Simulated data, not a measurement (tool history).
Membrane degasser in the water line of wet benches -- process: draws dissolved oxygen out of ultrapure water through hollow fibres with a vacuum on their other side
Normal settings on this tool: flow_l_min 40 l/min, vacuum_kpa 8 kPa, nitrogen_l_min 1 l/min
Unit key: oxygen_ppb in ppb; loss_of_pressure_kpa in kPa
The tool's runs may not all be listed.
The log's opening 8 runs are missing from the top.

run    hour  flow_l_min  vacuum_kpa  nitrogen_l_min  hours since the membrane was changed  hours since the vacuum gauge was calibrated  hours since the vacuum lines were made tight  oxygen_ppb  loss_of_pressure_kpa
  9   871.4          40           8               1                                   984                                         8024                                         12224       598.4                 47.03
 10   949.9          40           8               1                                  1063                                         8102                                         12302       600.3                 46.93
 11  1105.6          40           8               1                                  1219                                         8258                                         12458         595                 47.25
 12  1243.2          40           8            1.23                                  1356                                         8396                                         12596       543.4                 47.06
       1325  -- vacuum gauge calibrated
 13  1326.3          40           8            1.23                                  1439                                            1                                         12678       547.7                 47.21
     1335.6  -- seals of the vacuum lines changed
 14  1429.7          40           8            1.23                                  1540                                          103                                            94       543.5                 46.98
 15  1584.1          40           8            1.23                                  1695                                          257                                           249       541.4                 46.52
 16  1690.3          40           8            1.23                                  1801                                          363                                           355       538.5                 46.87
 17  1833.2          40           8               1                                  1944                                          506                                           498       602.5                 46.56
 18  1946.2          31        6.66            0.76                                  2057                                          619                                           611       440.6                 36.15
 19  2023.5          26           8            0.76                                  2134                                          696                                           688       451.9                 30.02
     2080.5  -- gauge calibrated
 20  2119.3          55       18.92            0.88                                  2230                                          792                                           784      1766.5                 65.65
 21  2216.7          55       18.92            0.88                                  2327                                          890                                           881      1771.3                 65.22
 22  2353.8          33        7.04            0.49                                  2464                                         1027                                          1018       596.5                 39.13
 23  2518.1          58        5.04            0.43                                  2629                                         1191                                          1183       700.8                 68.93
 24  2688.2          58        5.04            0.43                                  2799                                         1361                                          1353       703.2                 68.49

The next listed run, before its measurement:
 25  2761.3          58        5.04            0.43                                  2872                                         1434                                          1426           ?                     ?

{"run 25": {"oxygen_ppb": 711.9, "loss_of_pressure_kpa": 68.45}}
The same run, on a tool lacking any hidden state, would have yielded oxygen_ppb 711.4 ppb, loss_of_pressure_kpa 69 kPa.
